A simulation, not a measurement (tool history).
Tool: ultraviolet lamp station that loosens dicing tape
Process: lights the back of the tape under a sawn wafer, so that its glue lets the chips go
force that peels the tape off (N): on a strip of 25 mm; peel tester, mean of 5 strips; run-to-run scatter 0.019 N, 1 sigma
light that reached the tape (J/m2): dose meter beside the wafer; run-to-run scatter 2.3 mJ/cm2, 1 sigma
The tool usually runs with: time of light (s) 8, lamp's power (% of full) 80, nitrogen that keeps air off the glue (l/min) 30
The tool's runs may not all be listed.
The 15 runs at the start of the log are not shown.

run   hour  time of light (s)  lamp's power (% of full)  nitrogen that keeps air off the glue (l/min)  hours of work of the lamp  hours of work since the window was cleaned  force that peels the tape off (N)  light that reached the tape (J/m2)
 16  189.6                  8                        80                                            30                        233                                         323                                1.3                                1990
     191.3  -- window cleaned of glue's vapour
 17  202.5                  8                        80                                            30                        238                                           5                              1.342                                1910
 18    213                  8                        80                                            30                        243                                          10                              1.335                                1950
 19    220                  8                        80                                            30                        246                                          13                              1.387                                1940
 20  231.8                  8                        80                                            30                        251                                          18                              1.389                                1960
     233.1  -- window cleaned of glue's vapour, once more
 21  245.4                  8                        80                                            30                        257                                           5                               1.06                                2140
 22  261.6                  8                        80                                            30                        264                                          13                              1.098                                2190
 23  277.9                  8                        64                                            36                        271                                          20                               1.45                                1730
 24  287.8                  6                        80                                            12                        276                                          24                              2.932                                1600
 25  301.7                  6                        80                                            12                        282                                          30                              3.112                                1580
 26  316.3                  8                        90                                            14                        288                                          37                              1.629                                2380
 27  325.9                  8                        66                                            30                        292                                          41                              1.578                                1720
 28    340                  8                        66                                            30                        299                                          47                               1.54                                1730
 29  348.9                 13                        66                                            30                        303                                          51                              0.593                                2820
 30  361.7                  9                        68                                            56                        308                                          57                              0.764                                2020
 31  376.8                 13                        80                                            26                        315                                          63                              0.444                                3350
 32  389.7                 13                        80                                            26                        321                                          69                              0.432                                3370
 33  400.7                  8                        78                                            24                        325                                          74                              1.457                                2010
 34  412.6                  9                        83                                            58                        331                                          79                              0.485                                2370

What does the tool deliver on the next run?
 35  422.9                  6                        83                                            58                        335                                          84                                  ?                                   ?

{"run 35": {"force that peels the tape off (N)": 1.239, "light that reached the tape (J/m2)": 1590}}
Were there no unlogged condition in the tool, this run, its random variation unchanged, would have produced force that peels the tape off (N) 0.948, light that reached the tape (J/m2) 1820.
